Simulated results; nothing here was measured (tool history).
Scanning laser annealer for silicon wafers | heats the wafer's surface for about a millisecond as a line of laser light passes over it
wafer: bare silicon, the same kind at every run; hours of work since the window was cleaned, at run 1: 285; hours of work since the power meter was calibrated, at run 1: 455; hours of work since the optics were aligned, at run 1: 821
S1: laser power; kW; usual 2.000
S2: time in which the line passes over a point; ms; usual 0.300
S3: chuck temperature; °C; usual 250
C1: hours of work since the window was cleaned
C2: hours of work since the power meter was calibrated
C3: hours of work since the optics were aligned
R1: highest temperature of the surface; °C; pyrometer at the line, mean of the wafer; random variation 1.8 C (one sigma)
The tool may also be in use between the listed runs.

run	hour	S1	S2	S3	C1	C2	C3	R1
1	0.0	2.000	0.300	250	285	455	821	928
2	43.1	1.916	0.300	250	306	476	842	897
3	88.3	1.916	0.300	250	329	498	864	894
4	111.8	2.000	0.300	235	340	509	875	906
# hour 121.3: window over the wafer cleaned
5	145.0	2.000	0.300	235	12	525	891	924
6	167.6	2.000	0.300	250	23	536	902	942
7	214.0	2.150	0.300	250	45	558	924	992
8	264.4	2.150	0.300	250	70	583	949	989
9	300.1	2.150	0.300	250	87	600	966	986
10	342.4	2.000	0.300	250	108	621	987	934
11	379.5	2.000	0.300	250	126	639	1005	936
12	406.9	2.000	0.300	250	139	652	1018	935
13	453.3	2.000	0.300	250	162	675	1041	929
# hour 460.0: laser's power meter calibrated
14	493.0	2.000	0.300	250	180	16	1059	931
15	538.9	2.000	0.300	250	202	38	1081	928
16	575.1	1.969	0.300	250	220	56	1099	916
17	605.7	1.969	0.300	250	235	71	1114	914
18	652.1	2.000	0.300	250	257	94	1136	922
# hour 696.5: laser's power meter calibrated, once more
19	696.5	2.000	0.300	250	278	0	1157	925
20	739.3	2.000	0.300	219	298	21	1177	890
21	764.9	2.150	0.289	281	311	33	1190	991
22	814.8	2.150	0.289	281	335	58	1214	993
# hour 833.9: window over the wafer cleaned
23	849.7	1.708	0.300	224	8	74	1230	816
24	891.5	2.021	0.264	250	28	94	1251	906
25	922.9	2.021	0.264	250	43	109	1266	905
# hour 966.3: optics aligned, line set to its width
26	972.1	2.021	0.264	250	65	131	3	913
27	1022.0	2.021	0.264	250	89	155	27	914
28	1044.1	2.021	0.264	250	100	166	38	909
29	1070.4	2.021	0.264	250	113	179	51	914
30	1105.5	2.134	0.300	286	130	196	68	1030
31	1142.7	2.134	0.300	286	148	214	86	1025
32	1193.4	1.875	0.300	280	173	239	111	927
33	1220.9	1.790	0.213	280	186	252	124	800
34	1246.2	1.806	0.213	280	199	265	137	806
35	1275.6	1.767	0.213	257	213	279	151	771
36	1304.8	1.767	0.213	257	227	293	165	769
37	1325.4	1.767	0.222	249	237	303	175	772
38	1367.1	1.767	0.222	249	258	324	195	770
39	1411.8	1.767	0.222	249	279	345	217	771
40	1437.6	1.767	0.222	249	292	358	230	769

Hidden state or all else? Some run-to-run changes of R1, split into what the settings, what came in and random variation would give without the hidden state, and what is left for the hidden state (with any gauge scatter that isn't in both results):
The hidden state here: light that passes the window, % of a clean one's; laser's true power over the reading, %; width of the line over the set one, %; drift of the gauge itself on peak_c, C.
Run 4 -> 5: window over the wafer cleaned. R1 +18 °C: hidden state +19, all else -1.
Run 22 -> 23: S1 2.150 -> 1.708, S2 0.289 -> 0.300, S3 281 -> 224, window over the wafer cleaned. R1 -177 °C: hidden state +25, all else -202.
Run 25 -> 26: optics aligned, line set to its width. R1 +8 °C: hidden state +11, all else -3.
Run 29 -> 30: S1 2.021 -> 2.134, S2 0.264 -> 0.300, S3 250 -> 286. R1 +116 °C: hidden state -3, all else +119.
Run 32 -> 33: S1 1.875 -> 1.790, S2 0.300 -> 0.213. R1 -127 °C: hidden state +2, all else -129.

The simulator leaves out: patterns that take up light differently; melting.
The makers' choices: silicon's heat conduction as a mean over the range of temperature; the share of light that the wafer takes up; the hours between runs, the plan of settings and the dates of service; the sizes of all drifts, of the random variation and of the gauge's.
